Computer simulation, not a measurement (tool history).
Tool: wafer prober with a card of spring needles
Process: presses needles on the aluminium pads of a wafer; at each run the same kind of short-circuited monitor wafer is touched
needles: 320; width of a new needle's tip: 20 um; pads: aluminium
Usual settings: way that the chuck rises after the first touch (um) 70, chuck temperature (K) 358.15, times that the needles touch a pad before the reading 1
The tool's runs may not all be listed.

run   hour  way that the chuck rises after the first touch (um)  chuck temperature (K)  times that the needles touch a pad before the reading  resistance of one needle with its contact and lead (mohm)  way that a needle slides on the pad (um)
  1      0                                                   70                 358.15                                                      1                                                        225                                     11.51
  2   48.2                                                   70                 358.15                                                      1                                                        220                                     11.55
  3  110.5                                                   70                 358.15                                                      1                                                        223                                     11.52
  4  142.5                                                   70                 358.15                                                      1                                                        222                                     11.52
  5  193.9                                                   70                 358.15                                                      1                                                        222                                     11.47
  6  241.7                                                   70                 358.15                                                      1                                                        222                                     11.51
  7  287.3                                                   70                 358.15                                                      3                                                        220                                     11.59
  8  338.3                                                   70                 358.15                                                      3                                                        223                                     11.53
  9  374.9                                                   70                 358.15                                                      3                                                        226                                     11.55
 10  422.5                                                   55                 386.15                                                      1                                                        233                                      9.06
 11  452.1                                                   55                 302.15                                                      3                                                        212                                      9.06
 12  498.2                                                   70                 358.15                                                      1                                                        227                                     11.55
 13  535.9                                                   63                 330.15                                                      2                                                        219                                     10.37
 14  573.1                                                   59                 357.15                                                      1                                                        230                                       9.7
 15  622.5                                                   59                 357.15                                                      1                                                        223                                      9.69
 16  675.8                                                   59                 357.15                                                      1                                                        225                                      9.74
 17  731.5                                                   59                 357.15                                                      1                                                        226                                       9.7

Taken out of this log: 64 entries between the listed runs. Where each belongs, and how the hidden state differs across it:
Between runs 1 and 2: tips cleaned on abrasive film (hour 10.6); tips cleaned on abrasive film (hour 21.2); tips cleaned on abrasive film (hour 31.8); tips cleaned on abrasive film (hour 45)
  debris on the tips, nm: 0.1 -> 0.3
Between runs 2 and 3: tips cleaned on abrasive film (hour 56.2); tips cleaned on abrasive film (hour 66.8); tips cleaned on abrasive film (hour 77.4); tips cleaned on abrasive film (hour 90.6); tips cleaned on abrasive film (hour 101.2)
  debris on the tips, nm: 0.3 -> 0.5
Between runs 3 and 4: tips cleaned on abrasive film (hour 113.3); height of the first contact set anew (hour 116.2); tips cleaned on abrasive film (hour 124.2); tips cleaned on abrasive film (hour 137.4)
  debris on the tips, nm: 0.5 -> 0.4
Between runs 4 and 5: tips cleaned on abrasive film (hour 150.5); tips cleaned on abrasive film (hour 163.7); tips cleaned on abrasive film (hour 176.9); tips cleaned on abrasive film (hour 190.1)
  debris on the tips, nm: 0.4 -> 0.3
Between runs 5 and 6: tips cleaned on abrasive film (hour 201.8); tips cleaned on abrasive film (hour 212.4); tips cleaned on abrasive film (hour 223); tips cleaned on abrasive film (hour 236.3)
  debris on the tips, nm: 0.3 -> 0.4
Between runs 6 and 7: tips cleaned on abrasive film (hour 247.1); tips cleaned on abrasive film (hour 257.7); tips cleaned on abrasive film (hour 270.9); tips cleaned on abrasive film (hour 284.1)
  debris on the tips, nm: 0.4 -> 0.3
Between runs 7 and 8: tips cleaned on abrasive film (hour 295.3); tips cleaned on abrasive film (hour 308.5); tips cleaned on abrasive film (hour 321.7); tips cleaned on abrasive film (hour 334.9); height of the first contact set anew (hour 335.2)
  no hidden state differs between the two runs
Between runs 8 and 9: tips cleaned on abrasive film (hour 346.2); tips cleaned on abrasive film (hour 356.8); tips cleaned on abrasive film (hour 370.1)
  no hidden state differs between the two runs
Between runs 9 and 10: tips cleaned on abrasive film (hour 382.8); tips cleaned on abrasive film (hour 396); tips cleaned on abrasive film (hour 409.3); tips cleaned on abrasive film (hour 419.9)
  no hidden state differs between the two runs
Between runs 10 and 11: tips cleaned on abrasive film (hour 430.5); tips cleaned on abrasive film (hour 441.1); tips cleaned on abrasive film (hour 452.1)
  debris on the tips, nm: 0.3 -> 0
Between runs 11 and 12: tips cleaned on abrasive film (hour 465.4); tips cleaned on abrasive film (hour 478.6); tips cleaned on abrasive film (hour 491.8)
  debris on the tips, nm: 0 -> 0.4
Between runs 12 and 13: tips cleaned on abrasive film (hour 503.6); tips cleaned on abrasive film (hour 516.8); tips cleaned on abrasive film (hour 527.4)
  no hidden state differs between the two runs
Between runs 13 and 14: tips cleaned on abrasive film (hour 538.6); tips cleaned on abrasive film (hour 551.8); height of the first contact set anew (hour 554.7); tips cleaned on abrasive film (hour 562.7)
  debris on the tips, nm: 0.4 -> 0.5
Between runs 14 and 15: tips cleaned on abrasive film (hour 575.9); tips cleaned on abrasive film (hour 586.5); tips cleaned on abrasive film (hour 599.7); tips cleaned on abrasive film (hour 610.3); tips cleaned on abrasive film (hour 622.5)
  debris on the tips, nm: 0.5 -> 0
Between runs 15 and 16: tips cleaned on abrasive film (hour 633.1); tips cleaned on abrasive film (hour 643.7); tips cleaned on abrasive film (hour 656.9); tips cleaned on abrasive film (hour 667.5)
  debris on the tips, nm: 0 -> 0.4
Between runs 16 and 17: tips cleaned on abrasive film (hour 678.5); tips cleaned on abrasive film (hour 689.1); tips cleaned on abrasive film (hour 702.3); tips cleaned on abrasive film (hour 715.5); tips cleaned on abrasive film (hour 728.8)
  debris on the tips, nm: 0.4 -> 0.3
